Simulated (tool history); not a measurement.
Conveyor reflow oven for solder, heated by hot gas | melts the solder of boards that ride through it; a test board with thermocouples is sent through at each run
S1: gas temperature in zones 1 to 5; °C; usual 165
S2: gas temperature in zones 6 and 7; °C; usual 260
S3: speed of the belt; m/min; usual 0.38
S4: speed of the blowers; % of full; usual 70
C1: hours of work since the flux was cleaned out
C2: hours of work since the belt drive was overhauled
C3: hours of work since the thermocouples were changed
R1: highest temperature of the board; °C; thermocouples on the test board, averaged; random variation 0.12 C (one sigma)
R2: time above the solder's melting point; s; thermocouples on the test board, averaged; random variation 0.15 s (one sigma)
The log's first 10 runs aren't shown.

run   hour   S1   S2     S3  S4   C1   C2   C3     R1     R2
     190.4  -- flux residue cleaned out of gas plates and filters
 11  201.5  156  260   0.38  70    5  134   82  246.5   60.1
 12  216.5  165  250   0.38  70   11  141   89  238.7   54.9
 13  226.5  165  260   0.38  70   15  145   93  247.7   64.6
 14  237.5  165  260   0.38  70   20  149   98  247.5   64.6
 15  256.3  170  260   0.38  70   28  157  105  248.1   67.1
 16  269.3  165  260   0.38  70   33  163  111  247.7   64.6
 17    285  165  260   0.38  70   40  169  118  247.4   64.2
 18  304.3  173  249  0.367  70   48  177  126  239.3     62
 19  315.2  151  260   0.38  62   52  182  130  243.7   54.3
 20  334.1  165  268  0.328  58   60  190  138  256.4   83.7
 21  348.9  165  268  0.328  58   67  196  144  256.5   83.8
 22  364.4  165  260   0.38  76   73  203  151  248.3   65.3
 23  383.4  175  273  0.307  89   81  211  159  267.4  104.4
 24  403.7  155  273  0.307  57   90  219  167  261.2   90.4
 25  425.1  165  260   0.38  64   99  228  176  245.9   61.8
 26  438.2  178  260   0.38  70  104  234  182  248.9   71.4
 27  455.3  178  260   0.38  70  111  241  189  248.7   70.9
 28    466  178  260   0.38  70  116  245  194  248.7     71
 29  476.4  165  261   0.38  70  120  250  198  247.7   64.4
 30  486.6  165  248  0.376  73  124  254  202  237.1     53
 31  503.2  175  260  0.359  70  131  261  209  249.5   75.1

Forecast each of these 4 alternatives for the next run:
  A  523.5  180  260  0.454  70  140  269  218   ?   ?
  B  523.5  175  251  0.359  70  140  269  218   ?   ?
  C  523.5  175  271  0.368  80  140  269  218   ?   ?
  D  523.5  165  264  0.447  70  140  269  218   ?   ?

run     R1    R2
  A  244.2  53.9
  B  241.4  66.6
  C  260.3  81.7
  D  244.9  50.3
Without the tool's hidden state the same runs would have given:
run     R1    R2
  A  245.3  55.2
  B  242.1    68
  C  261.3  82.4
  D  246.1  51.8
